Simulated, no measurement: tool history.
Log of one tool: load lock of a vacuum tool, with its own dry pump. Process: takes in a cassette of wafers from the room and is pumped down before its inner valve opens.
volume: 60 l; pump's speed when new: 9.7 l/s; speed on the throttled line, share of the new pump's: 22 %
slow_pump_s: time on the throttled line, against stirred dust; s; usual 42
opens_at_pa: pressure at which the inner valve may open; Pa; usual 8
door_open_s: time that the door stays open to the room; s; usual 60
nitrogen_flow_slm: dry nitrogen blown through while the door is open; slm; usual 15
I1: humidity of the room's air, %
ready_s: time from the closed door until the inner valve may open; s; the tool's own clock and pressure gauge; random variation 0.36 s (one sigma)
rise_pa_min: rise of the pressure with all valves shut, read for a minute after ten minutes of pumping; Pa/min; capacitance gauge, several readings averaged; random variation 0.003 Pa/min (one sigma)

Run 1, hour 0.0: usual settings; I1 50.3. Result: ready_s 96.5 s, rise_pa_min 0.034 Pa/min.
Run 2, hour 244.1: usual settings; I1 45.4. Result: ready_s 95.9 s, rise_pa_min 0.027 Pa/min.
Run 3, hour 473.8: usual settings but door_open_s 103 s; I1 40.4. Result: ready_s 96.8 s, rise_pa_min 0.032 Pa/min.
Run 4, hour 758.1: usual settings but nitrogen_flow_slm 39 slm; I1 44.0. Result: ready_s 96.2 s, rise_pa_min 0.019 Pa/min.
Run 5, hour 940.0: usual settings but opens_at_pa 6 Pa; I1 46.2. Result: ready_s 98.3 s, rise_pa_min 0.029 Pa/min.
Run 6, hour 1274.2: usual settings but opens_at_pa 6 Pa; I1 44.6. Result: ready_s 99.0 s, rise_pa_min 0.029 Pa/min.
Run 7, hour 1507.4: usual settings but opens_at_pa 6 Pa; I1 44.8. Result: ready_s 98.8 s, rise_pa_min 0.034 Pa/min.
Run 8, hour 1814.4: usual settings but opens_at_pa 6 Pa; I1 42.1. Result: ready_s 99.1 s, rise_pa_min 0.027 Pa/min.
Run 9, hour 1988.1: usual settings; I1 44.6. Result: ready_s 96.3 s, rise_pa_min 0.027 Pa/min.
Run 10, hour 2176.1: usual settings; I1 46.3. Result: ready_s 97.4 s, rise_pa_min 0.030 Pa/min.
Run 11, hour 2359.5: usual settings; I1 43.6. Result: ready_s 96.6 s, rise_pa_min 0.029 Pa/min.
Run 12, hour 2680.2: usual settings but opens_at_pa 6 Pa; I1 45.5. Result: ready_s 99.3 s, rise_pa_min 0.039 Pa/min.
Run 13, hour 2964.1: usual settings; I1 48.8. Result: ready_s 97.7 s, rise_pa_min 0.038 Pa/min.
Run 14, hour 3198.8: usual settings; I1 43.5. Result: ready_s 97.5 s, rise_pa_min 0.041 Pa/min.
Run 15, hour 3509.3: usual settings but door_open_s 156 s; I1 47.9. Result: ready_s 97.2 s, rise_pa_min 0.057 Pa/min.
Run 16, hour 3658.5: usual settings but slow_pump_s 59 s, door_open_s 151 s; I1 45.6. Result: ready_s 110.4 s, rise_pa_min 0.052 Pa/min.
Run 17, hour 3939.9: usual settings but opens_at_pa 12 Pa, door_open_s 25 s, nitrogen_flow_slm 10 slm; I1 44.8. Result: ready_s 94.9 s, rise_pa_min 0.039 Pa/min.
Run 18, hour 4226.5: usual settings but opens_at_pa 15 Pa, door_open_s 169 s, nitrogen_flow_slm 10 slm; I1 47.2. Result: ready_s 93.6 s, rise_pa_min 0.069 Pa/min.
Run 19, hour 4541.2: usual settings but opens_at_pa 15 Pa, door_open_s 169 s, nitrogen_flow_slm 10 slm; I1 46.8. Result: ready_s 93.4 s, rise_pa_min 0.064 Pa/min.
Run 20, hour 4854.7: usual settings but opens_at_pa 15 Pa, door_open_s 169 s, nitrogen_flow_slm 10 slm; I1 42.2. Result: ready_s 94.0 s, rise_pa_min 0.061 Pa/min.
Run 21, hour 5050.7: usual settings but opens_at_pa 15 Pa, door_open_s 169 s, nitrogen_flow_slm 10 slm; I1 45.6. Result: ready_s 93.6 s, rise_pa_min 0.068 Pa/min.
Run 22, hour 5248.4: usual settings but slow_pump_s 41 s, door_open_s 169 s, nitrogen_flow_slm 10 slm; I1 40.1. Result: ready_s 97.8 s, rise_pa_min 0.060 Pa/min.
Run 23, hour 5531.2: usual settings but slow_pump_s 30 s, opens_at_pa 15 Pa, door_open_s 156 s, nitrogen_flow_slm 11 slm; I1 45.9. Result: ready_s 84.8 s, rise_pa_min 0.066 Pa/min.
Run 24, hour 5762.5: usual settings but door_open_s 63 s, nitrogen_flow_slm 35 slm; I1 43.6. Result: ready_s 99.1 s, rise_pa_min 0.045 Pa/min.
Run 25, hour 5985.4: usual settings but door_open_s 63 s, nitrogen_flow_slm 35 slm; I1 46.1. Result: ready_s 99.4 s, rise_pa_min 0.042 Pa/min.
Run 26, hour 6149.6: usual settings but slow_pump_s 65 s, door_open_s 221 s; I1 45.4. Result: ready_s 116.2 s, rise_pa_min 0.078 Pa/min.
Run 27, hour 6464.4: usual settings but slow_pump_s 65 s, door_open_s 221 s; I1 47.9. Result: ready_s 116.9 s, rise_pa_min 0.074 Pa/min.
At hour 6495.7: dry pump taken out, an overhauled one fitted.
Run 28, hour 6695.6: usual settings but slow_pump_s 57 s, door_open_s 163 s, nitrogen_flow_slm 25 slm; I1 45.3. Result: ready_s 104.1 s, rise_pa_min 0.060 Pa/min.
Run 29, hour 6879.4: usual settings but slow_pump_s 57 s, door_open_s 163 s, nitrogen_flow_slm 25 slm; I1 44.6. Result: ready_s 104.5 s, rise_pa_min 0.057 Pa/min.

4 ways to go on from here, each from the tool as it stands after run 29. What would each give?
Run A, hour 7051.2: usual settings but slow_pump_s 74 s, door_open_s 85 s, nitrogen_flow_slm 8 slm; I1 47.1. Result: ready_s ?, rise_pa_min ?.
Run B, hour 7051.2: usual settings but door_open_s 85 s; I1 45.7. Result: ready_s ?, rise_pa_min ?.
Run C, hour 7051.2: usual settings but slow_pump_s 55 s, opens_at_pa 10 Pa; I1 47.3. Result: ready_s ?, rise_pa_min ?.
Run D, hour 7051.2: usual settings but slow_pump_s 57 s, opens_at_pa 7 Pa, door_open_s 90 s, nitrogen_flow_slm 43 slm; I1 43.7. Result: ready_s ?, rise_pa_min ?.

run  ready_s  rise_pa_min
  A    117.8        0.076
  B     92.2        0.056
  C    100.4        0.062
  D    105.1        0.043
Without the tool's hidden state the same runs would have given:
run  ready_s  rise_pa_min
  A    117.6        0.043
  B     91.9        0.023
  C    100.1        0.029
  D    104.8        0.010

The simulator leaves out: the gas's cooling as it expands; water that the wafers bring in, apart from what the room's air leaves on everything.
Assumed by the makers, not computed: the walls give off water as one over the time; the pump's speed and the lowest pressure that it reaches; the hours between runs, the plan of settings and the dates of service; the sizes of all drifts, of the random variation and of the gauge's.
